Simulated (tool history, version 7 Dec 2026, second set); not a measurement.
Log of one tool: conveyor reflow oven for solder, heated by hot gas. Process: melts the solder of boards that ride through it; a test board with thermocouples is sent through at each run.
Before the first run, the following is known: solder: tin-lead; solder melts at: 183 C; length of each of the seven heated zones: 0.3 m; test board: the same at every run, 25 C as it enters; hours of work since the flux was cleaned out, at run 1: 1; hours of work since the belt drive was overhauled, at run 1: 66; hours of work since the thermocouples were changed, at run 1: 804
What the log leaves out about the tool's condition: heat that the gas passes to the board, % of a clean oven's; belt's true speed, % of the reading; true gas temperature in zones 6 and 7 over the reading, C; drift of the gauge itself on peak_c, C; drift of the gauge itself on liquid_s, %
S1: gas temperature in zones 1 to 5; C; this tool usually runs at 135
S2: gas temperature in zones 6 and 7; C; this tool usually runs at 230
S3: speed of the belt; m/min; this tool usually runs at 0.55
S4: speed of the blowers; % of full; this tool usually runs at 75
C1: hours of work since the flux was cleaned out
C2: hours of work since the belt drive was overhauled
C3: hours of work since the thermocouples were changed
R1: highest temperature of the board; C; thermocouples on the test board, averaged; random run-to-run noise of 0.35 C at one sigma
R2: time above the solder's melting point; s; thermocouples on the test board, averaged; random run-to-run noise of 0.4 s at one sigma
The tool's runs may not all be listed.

run 1 hour=0 | S1=135 S2=230 S3=0.55 S4=75 | C1=1 C2=66 C3=804 | R1=217.9 R2=49.1
run 2 hour=6.6 | S1=135 S2=230 S3=0.55 S4=75 | C1=5 C2=70 C3=809 | R1=218 R2=48.9
run 3 hour=11.3 | S1=135 S2=230 S3=0.55 S4=75 | C1=8 C2=73 C3=812 | R1=218.2 R2=49.3
run 4 hour=18.7 | S1=135 S2=230 S3=0.55 S4=75 | C1=13 C2=78 C3=816 | R1=218 R2=49.7
run 5 hour=25.8 | S1=135 S2=230 S3=0.55 S4=75 | C1=17 C2=82 C3=821 | R1=218 R2=49.4
run 6 hour=35 | S1=135 S2=230 S3=0.55 S4=75 | C1=23 C2=88 C3=827 | R1=218.1 R2=48.2
run 7 hour=42.7 | S1=135 S2=230 S3=0.54 S4=75 | C1=28 C2=93 C3=832 | R1=218.7 R2=50
run 8 hour=51.7 | S1=135 S2=230 S3=0.55 S4=75 | C1=34 C2=99 C3=838 | R1=217.6 R2=49.2
run 9 hour=57.2 | S1=135 S2=230 S3=0.55 S4=75 | C1=38 C2=103 C3=841 | R1=217.6 R2=50.8
-- hour=64.2 thermocouples of zones 6 and 7 changed
run 10 hour=64.5 | S1=141 S2=230 S3=0.55 S4=75 | C1=41 C2=106 C3=0 | R1=216.5 R2=50.1
run 11 hour=71.7 | S1=135 S2=230 S3=0.458 S4=75 | C1=46 C2=111 C3=5 | R1=221 R2=61.6
run 12 hour=79.8 | S1=135 S2=230 S3=0.458 S4=75 | C1=51 C2=116 C3=10 | R1=219.8 R2=62.4
run 13 hour=89 | S1=135 S2=230 S3=0.55 S4=75 | C1=57 C2=122 C3=16 | R1=216.1 R2=47.9
run 14 hour=94.3 | S1=135 S2=230 S3=0.55 S4=75 | C1=60 C2=125 C3=19 | R1=216.1 R2=47.9
run 15 hour=101.7 | S1=125 S2=230 S3=0.55 S4=75 | C1=65 C2=130 C3=24 | R1=214.3 R2=44.3
run 16 hour=108.2 | S1=140 S2=238 S3=0.55 S4=75 | C1=69 C2=134 C3=28 | R1=223.2 R2=53.4
run 17 hour=113.5 | S1=140 S2=238 S3=0.569 S4=75 | C1=73 C2=138 C3=32 | R1=222.1 R2=51.1
run 18 hour=118.5 | S1=140 S2=244 S3=0.505 S4=56 | C1=76 C2=141 C3=35 | R1=225.9 R2=59.7
run 19 hour=126 | S1=130 S2=223 S3=0.504 S4=53 | C1=81 C2=146 C3=40 | R1=204.5 R2=39.9

Expected results for the next run?
run 20 hour=134.7 | S1=130 S2=223 S3=0.504 S4=53 | C1=86 C2=151 C3=45 | R1=? R2=?

R1: 204.8 C
R2: 39.9 s
Were there no unlogged condition in the tool, this run, its random variation unchanged, would have produced R1 205.4 C, R2 40.5 s.
